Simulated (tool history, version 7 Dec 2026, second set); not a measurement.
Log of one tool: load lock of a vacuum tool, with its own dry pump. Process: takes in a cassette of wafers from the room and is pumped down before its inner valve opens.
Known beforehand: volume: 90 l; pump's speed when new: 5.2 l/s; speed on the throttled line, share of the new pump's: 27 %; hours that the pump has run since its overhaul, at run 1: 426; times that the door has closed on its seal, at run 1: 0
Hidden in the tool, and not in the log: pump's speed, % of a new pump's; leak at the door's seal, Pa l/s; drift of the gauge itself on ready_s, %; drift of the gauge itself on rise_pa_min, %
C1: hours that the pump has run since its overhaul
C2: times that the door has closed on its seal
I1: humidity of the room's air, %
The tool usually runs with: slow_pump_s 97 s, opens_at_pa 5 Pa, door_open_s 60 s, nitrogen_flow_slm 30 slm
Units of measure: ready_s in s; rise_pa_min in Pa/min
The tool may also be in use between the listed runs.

run 1 hour=0.0 | slow_pump_s=97 opens_at_pa=5 door_open_s=60 nitrogen_flow_slm=30 | C1=426 C2=0 | I1=46.8 | ready_s=246.9 rise_pa_min=0.009
run 2 hour=537.6 | slow_pump_s=97 opens_at_pa=5 door_open_s=60 nitrogen_flow_slm=37 | C1=963 C2=1367 | I1=42.9 | ready_s=247.8 rise_pa_min=0.015
run 3 hour=927.8 | slow_pump_s=97 opens_at_pa=10 door_open_s=60 nitrogen_flow_slm=30 | C1=1353 C2=2359 | I1=44.0 | ready_s=238.5 rise_pa_min=0.032
run 4 hour=1284.1 | slow_pump_s=97 opens_at_pa=10 door_open_s=60 nitrogen_flow_slm=30 | C1=1710 C2=3265 | I1=46.6 | ready_s=235.0 rise_pa_min=0.042
run 5 hour=1588.8 | slow_pump_s=97 opens_at_pa=10 door_open_s=60 nitrogen_flow_slm=30 | C1=2014 C2=4039 | I1=41.5 | ready_s=237.1 rise_pa_min=0.048
run 6 hour=1884.1 | slow_pump_s=97 opens_at_pa=10 door_open_s=60 nitrogen_flow_slm=30 | C1=2310 C2=4790 | I1=45.9 | ready_s=237.9 rise_pa_min=0.059
run 7 hour=2296.3 | slow_pump_s=97 opens_at_pa=10 door_open_s=60 nitrogen_flow_slm=30 | C1=2722 C2=5838 | I1=44.9 | ready_s=238.7 rise_pa_min=0.073
run 8 hour=2583.5 | slow_pump_s=97 opens_at_pa=10 door_open_s=60 nitrogen_flow_slm=30 | C1=3009 C2=6568 | I1=44.7 | ready_s=238.5 rise_pa_min=0.084
run 9 hour=2858.0 | slow_pump_s=97 opens_at_pa=10 door_open_s=227 nitrogen_flow_slm=30 | C1=3284 C2=7266 | I1=41.8 | ready_s=237.6 rise_pa_min=0.111
run 10 hour=3230.5 | slow_pump_s=113 opens_at_pa=10 door_open_s=60 nitrogen_flow_slm=30 | C1=3656 C2=8213 | I1=44.1 | ready_s=249.5 rise_pa_min=0.118
run 11 hour=3647.3 | slow_pump_s=97 opens_at_pa=5 door_open_s=60 nitrogen_flow_slm=5 | C1=4073 C2=9272 | I1=46.5 | ready_s=256.2 rise_pa_min=0.154

The next listed run, before its measurement:
run 12 hour=4151.5 | slow_pump_s=140 opens_at_pa=7 door_open_s=60 nitrogen_flow_slm=27 | C1=4577 C2=10554 | I1=44.0 | ready_s=? rise_pa_min=?

{"run 12": {"ready_s": 277.1, "rise_pa_min": 0.167}}
Were there no unlogged condition in the tool, this run, its random variation unchanged, would have produced ready_s 266.1 s, rise_pa_min 0.013 Pa/min.

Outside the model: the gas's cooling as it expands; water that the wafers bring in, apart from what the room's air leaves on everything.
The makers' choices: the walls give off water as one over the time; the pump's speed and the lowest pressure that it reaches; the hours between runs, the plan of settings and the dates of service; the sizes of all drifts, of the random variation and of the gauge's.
